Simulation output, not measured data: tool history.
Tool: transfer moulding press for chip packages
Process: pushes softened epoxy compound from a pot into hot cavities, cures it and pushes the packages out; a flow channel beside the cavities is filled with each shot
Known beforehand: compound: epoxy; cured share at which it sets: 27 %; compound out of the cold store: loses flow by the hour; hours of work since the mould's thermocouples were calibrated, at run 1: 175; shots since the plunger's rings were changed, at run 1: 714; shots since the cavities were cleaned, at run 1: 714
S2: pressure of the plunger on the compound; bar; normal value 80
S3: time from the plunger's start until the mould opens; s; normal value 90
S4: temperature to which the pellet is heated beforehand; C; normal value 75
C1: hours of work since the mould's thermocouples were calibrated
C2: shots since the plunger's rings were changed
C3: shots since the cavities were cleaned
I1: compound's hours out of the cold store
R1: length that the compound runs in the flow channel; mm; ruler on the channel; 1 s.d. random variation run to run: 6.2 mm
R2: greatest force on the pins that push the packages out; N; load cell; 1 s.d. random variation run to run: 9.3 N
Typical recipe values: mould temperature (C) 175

{"run": 1, "day": 0.0, "mould temperature (C)": 175, "S2": 80, "S3": 90, "S4": 75, "C1": 175, "C2": 714, "C3": 714, "I1": 28.4, "R1": 677, "R2": 435}
{"day": 1.608, "done": "cavities cleaned with cleaning compound and waxed"}
{"run": 2, "day": 2.221, "mould temperature (C)": 175, "S2": 80, "S3": 90, "S4": 75, "C1": 214, "C2": 1470, "C3": 214, "I1": 40.8, "R1": 645, "R2": 411}
{"run": 3, "day": 4.338, "mould temperature (C)": 176, "S2": 80, "S3": 90, "S4": 75, "C1": 253, "C2": 2209, "C3": 953, "I1": 32.4, "R1": 669, "R2": 405}
{"day": 5.325, "done": "cavities cleaned with cleaning compound and waxed"}
{"run": 4, "day": 7.754, "mould temperature (C)": 176, "S2": 80, "S3": 90, "S4": 75, "C1": 313, "C2": 3383, "C3": 850, "I1": 16.1, "R1": 715, "R2": 423}
{"day": 8.962, "done": "cavities cleaned with cleaning compound and waxed"}
{"run": 5, "day": 10.925, "mould temperature (C)": 176, "S2": 80, "S3": 90, "S4": 75, "C1": 370, "C2": 4471, "C3": 687, "I1": 28.3, "R1": 680, "R2": 401}
{"day": 12.592, "done": "cavities cleaned with cleaning compound and waxed"}
{"run": 6, "day": 14.15, "mould temperature (C)": 175, "S2": 65.1, "S3": 90, "S4": 75, "C1": 427, "C2": 5576, "C3": 545, "I1": 9.4, "R1": 669, "R2": 433}
{"day": 14.754, "done": "mould's thermocouples calibrated"}
{"day": 16.279, "done": "cavities cleaned with cleaning compound and waxed"}
{"run": 7, "day": 16.362, "mould temperature (C)": 175, "S2": 65.1, "S3": 90, "S4": 75, "C1": 28, "C2": 6300, "C3": 30, "I1": 41.1, "R1": 584, "R2": 390}
{"day": 18.25, "done": "plunger's sealing rings changed"}
{"run": 8, "day": 19.075, "mould temperature (C)": 175, "S2": 65.1, "S3": 90, "S4": 75, "C1": 75, "C2": 290, "C3": 943, "I1": 38.5, "R1": 590, "R2": 411}
{"day": 19.896, "done": "cavities cleaned with cleaning compound and waxed"}
{"run": 9, "day": 22.021, "mould temperature (C)": 175, "S2": 80, "S3": 90, "S4": 75, "C1": 128, "C2": 1298, "C3": 743, "I1": 30.9, "R1": 680, "R2": 412}
{"day": 23.479, "done": "cavities cleaned with cleaning compound and waxed"}
{"run": 10, "day": 24.975, "mould temperature (C)": 175, "S2": 80, "S3": 90, "S4": 75, "C1": 180, "C2": 2310, "C3": 523, "I1": 33.3, "R1": 679, "R2": 420}
{"day": 27.042, "done": "cavities cleaned with cleaning compound and waxed"}
{"run": 11, "day": 27.962, "mould temperature (C)": 175, "S2": 80, "S3": 90, "S4": 75, "C1": 233, "C2": 3333, "C3": 322, "I1": 14.5, "R1": 725, "R2": 407}
{"day": 30.625, "done": "cavities cleaned with cleaning compound and waxed"}
{"run": 12, "day": 31.504, "mould temperature (C)": 175, "S2": 80, "S3": 90, "S4": 75, "C1": 296, "C2": 4550, "C3": 308, "I1": 47.3, "R1": 624, "R2": 421}
{"day": 34.079, "done": "cavities cleaned with cleaning compound and waxed"}
{"run": 13, "day": 35.075, "mould temperature (C)": 175, "S2": 80, "S3": 77, "S4": 75, "C1": 360, "C2": 5777, "C3": 348, "I1": 37.3, "R1": 656, "R2": 541}
{"day": 37.625, "done": "cavities cleaned with cleaning compound and waxed"}
{"run": 14, "day": 37.625, "mould temperature (C)": 175, "S2": 80, "S3": 76, "S4": 75, "C1": 405, "C2": 6648, "C3": 0, "I1": 24.2, "R1": 704, "R2": 620}
{"day": 38.742, "done": "plunger's sealing rings changed"}
{"day": 39.504, "done": "mould's thermocouples calibrated"}
{"run": 15, "day": 40.071, "mould temperature (C)": 182, "S2": 86.2, "S3": 76, "S4": 83, "C1": 10, "C2": 436, "C3": 789, "I1": 40.3, "R1": 664, "R2": 386}
{"day": 41.512, "done": "cavities cleaned with cleaning compound and waxed"}
{"run": 16, "day": 43.808, "mould temperature (C)": 175, "S2": 80, "S3": 74, "S4": 76, "C1": 77, "C2": 1722, "C3": 803, "I1": 16.9, "R1": 710, "R2": 637}
{"day": 45.15, "done": "cavities cleaned with cleaning compound and waxed"}
{"run": 17, "day": 46.808, "mould temperature (C)": 175, "S2": 63.7, "S3": 90, "S4": 85, "C1": 130, "C2": 2750, "C3": 581, "I1": 34, "R1": 591, "R2": 428}
{"day": 48.871, "done": "cavities cleaned with cleaning compound and waxed"}
{"run": 18, "day": 49.612, "mould temperature (C)": 169, "S2": 80, "S3": 90, "S4": 78, "C1": 180, "C2": 3709, "C3": 260, "I1": 10.6, "R1": 747, "R2": 642}
{"run": 19, "day": 51.296, "mould temperature (C)": 175, "S2": 80, "S3": 90, "S4": 83, "C1": 210, "C2": 4298, "C3": 849, "I1": 27.5, "R1": 681, "R2": 412}
{"day": 52.521, "done": "cavities cleaned with cleaning compound and waxed"}
{"run": 20, "day": 53.146, "mould temperature (C)": 172, "S2": 79.5, "S3": 111, "S4": 83, "C1": 243, "C2": 4923, "C3": 219, "I1": 27.8, "R1": 688, "R2": 391}
{"day": 56.092, "done": "cavities cleaned with cleaning compound and waxed"}
{"run": 21, "day": 56.6, "mould temperature (C)": 172, "S2": 79.5, "S3": 111, "S4": 83, "C1": 304, "C2": 6109, "C3": 177, "I1": 16.4, "R1": 720, "R2": 378}
{"day": 59.225, "done": "plunger's sealing rings changed"}
{"run": 22, "day": 59.404, "mould temperature (C)": 172, "S2": 79.5, "S3": 119, "S4": 65, "C1": 353, "C2": 62, "C3": 1122, "I1": 10.2, "R1": 741, "R2": 374}
{"day": 59.758, "done": "cavities cleaned with cleaning compound and waxed"}
{"run": 23, "day": 62.162, "mould temperature (C)": 172, "S2": 79.5, "S3": 119, "S4": 65, "C1": 402, "C2": 1005, "C3": 840, "I1": 37.9, "R1": 661, "R2": 358}
{"day": 63.312, "done": "cavities cleaned with cleaning compound and waxed"}
{"day": 64.338, "done": "mould's thermocouples calibrated"}
{"run": 24, "day": 65.754, "mould temperature (C)": 172, "S2": 79.5, "S3": 119, "S4": 65, "C1": 26, "C2": 2211, "C3": 825, "I1": 31.6, "R1": 681, "R2": 373}
{"day": 66.95, "done": "cavities cleaned with cleaning compound and waxed"}
{"run": 25, "day": 68.075, "mould temperature (C)": 175, "S2": 74.1, "S3": 90, "S4": 75, "C1": 67, "C2": 3000, "C3": 393, "I1": 41, "R1": 622, "R2": 427}
{"day": 70.492, "done": "cavities cleaned with cleaning compound and waxed"}
{"run": 26, "day": 71.092, "mould temperature (C)": 176, "S2": 80, "S3": 90, "S4": 73, "C1": 120, "C2": 4034, "C3": 210, "I1": 17.4, "R1": 705, "R2": 393}
{"run": 27, "day": 73.429, "mould temperature (C)": 176, "S2": 80, "S3": 90, "S4": 73, "C1": 163, "C2": 4852, "C3": 1028, "I1": 38.5, "R1": 660, "R2": 418}

Forecast each of these 3 alternatives for the next run:
{"day": 73.988, "done": "cavities cleaned with cleaning compound and waxed"}
{"run": "A", "day": 75.508, "mould temperature (C)": 176, "S2": 80, "S3": 90, "S4": 74, "C1": 199, "C2": 5558, "C3": 533, "I1": 25.5, "R1": "?", "R2": "?"}
{"day": 73.988, "done": "cavities cleaned with cleaning compound and waxed"}
{"run": "B", "day": 75.508, "mould temperature (C)": 176, "S2": 80, "S3": 120, "S4": 73, "C1": 199, "C2": 5558, "C3": 533, "I1": 38.2, "R1": "?", "R2": "?"}
{"day": 73.988, "done": "cavities cleaned with cleaning compound and waxed"}
{"run": "C", "day": 75.508, "mould temperature (C)": 175, "S2": 80, "S3": 99, "S4": 71, "C1": 199, "C2": 5558, "C3": 533, "I1": 30.9, "R1": "?", "R2": "?"}

run=A R1=688 R2=399
run=B R1=654 R2=334
run=C R1=675 R2=394
Had the tool no hidden state, the same runs would have come out as:
run=A R1=689 R2=396
run=B R1=655 R2=331
run=C R1=676 R2=390

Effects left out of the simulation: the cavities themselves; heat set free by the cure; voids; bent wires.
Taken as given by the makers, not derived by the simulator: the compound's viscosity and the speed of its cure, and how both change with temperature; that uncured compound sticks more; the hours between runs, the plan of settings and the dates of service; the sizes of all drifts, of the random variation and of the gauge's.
